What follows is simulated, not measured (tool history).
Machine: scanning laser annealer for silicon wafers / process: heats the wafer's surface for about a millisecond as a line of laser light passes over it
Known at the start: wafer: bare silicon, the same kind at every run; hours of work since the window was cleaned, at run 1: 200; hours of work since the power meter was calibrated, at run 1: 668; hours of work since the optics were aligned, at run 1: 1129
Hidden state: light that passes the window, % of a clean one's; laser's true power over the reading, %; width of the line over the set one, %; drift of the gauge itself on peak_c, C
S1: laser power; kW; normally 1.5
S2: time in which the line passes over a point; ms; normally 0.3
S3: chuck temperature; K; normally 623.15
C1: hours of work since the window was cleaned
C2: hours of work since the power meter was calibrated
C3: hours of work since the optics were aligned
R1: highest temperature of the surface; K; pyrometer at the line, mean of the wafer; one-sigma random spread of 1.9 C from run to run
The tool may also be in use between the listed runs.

run	hour	S1	S2	S3	C1	C2	C3	R1
1	0	1.5	0.3	623.15	200	668	1129	1438.15
2	26.3	1.5	0.3	623.15	220	688	1148	1438.15
3	56.6	1.5	0.3	623.15	242	711	1171	1439.15
4	100.8	1.5	0.3	623.15	275	744	1204	1438.15
5	124	1.5	0.3	623.15	293	761	1221	1439.15
6	167.9	1.5	0.3	623.15	326	794	1254	1438.15
# hour 177.3: optics aligned, line set to its width
7	222.9	1.5	0.3	623.15	363	831	34	1438.15
8	244.6	1.5	0.364	623.15	379	847	50	1518.15
9	280	1.5	0.242	623.15	406	874	77	1362.15
10	329.3	1.352	0.3	646.15	442	910	113	1374.15
11	354.4	1.5	0.278	594.15	461	929	132	1382.15
12	375.1	1.5	0.372	600.15	477	945	148	1503.15
13	416.8	1.645	0.358	586.15	508	976	179	1569.15

Run 14 comes next. What will it give?
14	464.1	1.645	0.358	586.15	543	1011	214	?

{"run 14": {"R1": 1565.15}}
If the tool had no hidden condition, the same run with the same run-to-run variation would have returned R1 1566.15 K.

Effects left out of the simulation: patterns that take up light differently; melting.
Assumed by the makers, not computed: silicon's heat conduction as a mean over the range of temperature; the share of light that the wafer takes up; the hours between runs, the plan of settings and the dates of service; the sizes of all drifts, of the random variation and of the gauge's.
